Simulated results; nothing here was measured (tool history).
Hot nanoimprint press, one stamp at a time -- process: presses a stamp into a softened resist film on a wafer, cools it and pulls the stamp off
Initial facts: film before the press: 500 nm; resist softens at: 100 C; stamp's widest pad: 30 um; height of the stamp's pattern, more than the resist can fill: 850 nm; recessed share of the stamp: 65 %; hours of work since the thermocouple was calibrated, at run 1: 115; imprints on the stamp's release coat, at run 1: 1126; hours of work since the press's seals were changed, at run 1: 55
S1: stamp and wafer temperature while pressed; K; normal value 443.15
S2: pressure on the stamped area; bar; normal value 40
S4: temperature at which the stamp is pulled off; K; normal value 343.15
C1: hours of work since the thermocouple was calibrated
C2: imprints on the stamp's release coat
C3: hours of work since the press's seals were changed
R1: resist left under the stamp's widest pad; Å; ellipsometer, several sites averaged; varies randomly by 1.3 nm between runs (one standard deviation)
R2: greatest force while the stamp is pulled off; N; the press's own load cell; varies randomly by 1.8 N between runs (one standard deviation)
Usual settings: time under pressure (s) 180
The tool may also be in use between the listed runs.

Run 1, hour 0: usual settings; C1 115; C2 1126; C3 55. Result: R1 1994 Å, R2 118 N.
Run 2, hour 11.5: usual settings; C1 123; C2 1181; C3 63. Result: R1 2002 Å, R2 116 N.
Run 3, hour 25.9: usual settings; C1 134; C2 1251; C3 74. Result: R1 1984 Å, R2 120 N.
Run 4, hour 37.7: usual settings; C1 143; C2 1308; C3 83. Result: R1 1962 Å, R2 121 N.
Run 5, hour 51.1: usual settings; C1 153; C2 1372; C3 93. Result: R1 1995 Å, R2 120 N.
Run 6, hour 63.6: usual settings; C1 162; C2 1433; C3 102. Result: R1 2009 Å, R2 121 N.
At hour 72: stamp cleaned and given a new release coat.
Run 7, hour 82.2: usual settings; C1 172; C2 50; C3 112. Result: R1 2030 Å, R2 102 N.
Run 8, hour 93.4: usual settings; C1 180; C2 104; C3 120. Result: R1 2000 Å, R2 97 N.
Run 9, hour 107.2: usual settings; C1 191; C2 170; C3 131. Result: R1 2005 Å, R2 99 N.
Run 10, hour 113.8: usual settings; C1 196; C2 202; C3 135. Result: R1 2004 Å, R2 101 N.
Run 11, hour 128.2: usual settings; C1 206; C2 272; C3 146. Result: R1 2015 Å, R2 100 N.
Run 12, hour 137.7: usual settings; C1 214; C2 317; C3 153. Result: R1 1984 Å, R2 106 N.
Run 13, hour 147: usual settings; C1 221; C2 362; C3 160. Result: R1 2012 Å, R2 102 N.
Run 14, hour 156.2: usual settings; C1 227; C2 407; C3 167. Result: R1 2008 Å, R2 105 N.
Run 15, hour 165.2: usual settings; C1 234; C2 451; C3 174. Result: R1 2013 Å, R2 106 N.
Run 16, hour 178.2: usual settings but S1 441.15 K, S2 35.7 bar, time under pressure (s) 200, S4 339.15 K; C1 244; C2 513; C3 184. Result: R1 2243 Å, R2 109 N.
Run 17, hour 184.2: usual settings but S1 431.15 K, S2 57.1 bar, time under pressure (s) 130, S4 336.15 K; C1 249; C2 542; C3 188. Result: R1 3206 Å, R2 117 N.
Run 18, hour 197: usual settings but S1 444.15 K, S2 26 bar, time under pressure (s) 168, S4 350.15 K; C1 258; C2 604; C3 198. Result: R1 2461 Å, R2 103 N.
Run 19, hour 206.4: usual settings but S1 444.15 K, S2 26 bar, time under pressure (s) 168, S4 350.15 K; C1 265; C2 649; C3 205. Result: R1 2451 Å, R2 99 N.
Run 20, hour 216.4: usual settings but S1 434.15 K, S2 42 bar, time under pressure (s) 347, S4 340.15 K; C1 273; C2 697; C3 212. Result: R1 2380 Å, R2 114 N.
At hour 220.1: plate thermocouple calibrated.
Run 21, hour 234: usual settings but S1 434.15 K, S2 42 bar, time under pressure (s) 347, S4 340.15 K; C1 10; C2 768; C3 223. Result: R1 2407 Å, R2 115 N.
Run 22, hour 240.7: usual settings but S1 450.15 K, S2 42.1 bar, time under pressure (s) 172; C1 15; C2 800; C3 228. Result: R1 1479 Å, R2 114 N.
Run 23, hour 248.2: usual settings but S1 450.15 K, S2 42.1 bar, time under pressure (s) 172; C1 21; C2 837; C3 234. Result: R1 1491 Å, R2 112 N.
Run 24, hour 259.4: usual settings but S1 432.15 K, time under pressure (s) 214; C1 30; C2 891; C3 243. Result: R1 3165 Å, R2 112 N.
Run 25, hour 269.1: usual settings but time under pressure (s) 201, S4 344.15 K; C1 37; C2 938; C3 250. Result: R1 2007 Å, R2 109 N.
Run 26, hour 279.7: usual settings but S2 55 bar, time under pressure (s) 100, S4 338.15 K; C1 45; C2 989; C3 258. Result: R1 2158 Å, R2 122 N.
Run 27, hour 288.5: usual settings but S2 55 bar, time under pressure (s) 100, S4 338.15 K; C1 51; C2 1031; C3 264. Result: R1 2165 Å, R2 121 N.
At hour 292.9: plate thermocouple calibrated, once more.
Run 28, hour 303.2: usual settings but S1 450.15 K, S2 29.5 bar, S4 333.15 K; C1 8; C2 1088; C3 273. Result: R1 1718 Å, R2 124 N.
Run 29, hour 312: usual settings but S1 450.15 K, S2 29.5 bar, S4 333.15 K; C1 14; C2 1130; C3 280. Result: R1 1696 Å, R2 126 N.

Same runs, no hidden state in the tool, same run-to-run variation:
The hidden state here: true temperature over the reading, C; pressure that arrives at the usual setting, %; grip of the stamp's worn release coat, % over a new coat's; drift of the gauge itself on residual_nm, %; drift of the gauge itself on pull_off_n, %.
run    R1   R2
  1  1963   98
  2  1967   95
  3  1948   98
  4  1924   97
  5  1953   96
  6  1965   95
  7  1984  101
  8  1952   95
  9  1954   96
 10  1952   97
 11  1960   95
 12  1927  100
 13  1954   95
 14  1947   98
 15  1951   97
 16  2174  100
 17  3104  106
 18  2392   93
 19  2380   88
 20  2290  101
 21  2270  100
 22  1401   99
 23  1411   96
 24  3006   96
 25  1893   92
 26  2028  103
 27  2033  101
 28  1714  104
 29  1691  105

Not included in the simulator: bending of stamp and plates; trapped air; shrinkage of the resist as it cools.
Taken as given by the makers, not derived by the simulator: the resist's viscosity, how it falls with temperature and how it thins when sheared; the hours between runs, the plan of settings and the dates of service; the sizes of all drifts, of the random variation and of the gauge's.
